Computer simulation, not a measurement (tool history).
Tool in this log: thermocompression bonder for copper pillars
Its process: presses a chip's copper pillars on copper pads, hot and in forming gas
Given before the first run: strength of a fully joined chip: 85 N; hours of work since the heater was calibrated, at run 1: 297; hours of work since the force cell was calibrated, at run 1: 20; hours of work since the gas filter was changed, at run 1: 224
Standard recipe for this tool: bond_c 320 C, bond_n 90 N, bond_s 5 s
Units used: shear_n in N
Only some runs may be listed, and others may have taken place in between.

run,hour,bond_c,bond_n,bond_s,hours of work since the heater was calibrated,hours of work since the force cell was calibrated,hours of work since the gas filter was changed,shear_n
1,0.0,320,90,5,297,20,224,56.1
2,14.0,320,90,5,307,30,234,56.6
3,22.5,320,90,5,313,36,240,56.9
4,32.8,320,90,5,320,44,247,56.2
5,43.5,291,90,5,328,51,255,46.6
6,51.7,334,90,5,334,57,261,59.7
7,61.2,320,90,3,340,64,268,49.0
8,73.1,348,61,4,349,72,276,48.3
9,86.1,332,129,4,358,82,286,66.1
# hour 88.9: force cell calibrated
10,97.4,332,129,4,365,6,293,65.9
11,106.2,332,129,4,372,12,299,65.3
12,112.8,295,129,5,376,17,304,58.2
13,121.1,333,90,5,382,23,310,58.9
14,135.5,333,90,5,393,33,320,59.3

Selected run-to-run steps in shear_n, each split into two signed amounts: the part the tool would show with no hidden state at all (from settings, incoming material and random variation), and the remainder, which goes to the hidden state together with any gauge scatter not common to the measured and the hidden-state-free results:
The tool's hidden condition here consists of: true temperature of the bond over the reading, C; force that reaches the chip, % of what is set; oxide that the forming gas leaves, % of the face; drift of the gauge itself on shear_n, %.
Run 8 -> 9: bond_c 348 -> 332, bond_n 61 -> 129. shear_n +17.8 N: hidden state -1.3, all else +19.1.

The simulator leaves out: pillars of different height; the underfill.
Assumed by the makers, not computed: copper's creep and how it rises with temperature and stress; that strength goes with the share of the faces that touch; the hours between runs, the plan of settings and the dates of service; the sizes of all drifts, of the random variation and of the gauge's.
